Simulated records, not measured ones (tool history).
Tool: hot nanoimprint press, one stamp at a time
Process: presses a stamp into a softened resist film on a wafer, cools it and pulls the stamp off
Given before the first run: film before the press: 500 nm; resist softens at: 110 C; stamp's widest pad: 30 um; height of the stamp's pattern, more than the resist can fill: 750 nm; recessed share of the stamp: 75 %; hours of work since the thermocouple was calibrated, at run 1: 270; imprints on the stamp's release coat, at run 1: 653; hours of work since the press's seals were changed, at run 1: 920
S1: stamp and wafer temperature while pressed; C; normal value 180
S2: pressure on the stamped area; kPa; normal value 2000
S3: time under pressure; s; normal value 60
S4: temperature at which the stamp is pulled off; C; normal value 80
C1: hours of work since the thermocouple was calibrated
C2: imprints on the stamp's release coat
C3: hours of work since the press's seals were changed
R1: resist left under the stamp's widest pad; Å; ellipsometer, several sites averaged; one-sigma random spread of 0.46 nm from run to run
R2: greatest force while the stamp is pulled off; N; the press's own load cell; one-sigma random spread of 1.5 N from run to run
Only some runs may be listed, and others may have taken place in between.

run     day   S1    S2  S3  S4   C1    C2   C3    R1   R2
  1   0.000  180  2000  60  80  270   653  920  1756  146
      1.329  -- press's hydraulic seals changed and the load cell set to zero
  2   2.917  180  2000  60  80  299   784   18  1715  149
  3   5.221  180  2000  60  80  326   901   45  1721  150
  4   7.571  180  2000  60  80  353  1021   72  1710  154
     10.038  -- plate thermocouple calibrated
  5  10.221  180  2000  60  80    2  1149  102  1830  163
     11.688  -- stamp cleaned and given a new release coat
  6  11.838  180  2000  60  80   18     7  117  1822  136
  7  13.238  180  2000  60  80   34    78  134  1827  138
  8  14.754  180  2000  60  80   52   156  151  1823  139
  9  15.979  190  2000  56  80   66   218  165  1347  143
 10  17.742  176  2000  56  74   86   307  186  2124  153
 11  18.917  176  2000  56  74  100   367  199  2127  158
 12  20.871  176  2000  56  74  123   466  222  2124  158

For each run, the measured value with the value that run would have given without the tool's hidden condition subtracted. The run-to-run variation is shared by both, the gauge scatter possibly not:
The tool's hidden condition here consists of: true temperature over the reading, C; pressure that arrives at the usual setting, %; grip of the stamp's worn release coat, % over a new coat's; drift of the gauge itself on residual_nm, %; drift of the gauge itself on pull_off_n, %.
run   R1   R2
  1  -29  +11
  2  -76  +13
  3  -82  +15
  4  -86  +18
  5  +36  +25
  6  +33   +1
  7  +31   +2
  8  +27   +4
  9  +18   +5
 10  +24   +7
 11  +21   +9
 12  +16  +10

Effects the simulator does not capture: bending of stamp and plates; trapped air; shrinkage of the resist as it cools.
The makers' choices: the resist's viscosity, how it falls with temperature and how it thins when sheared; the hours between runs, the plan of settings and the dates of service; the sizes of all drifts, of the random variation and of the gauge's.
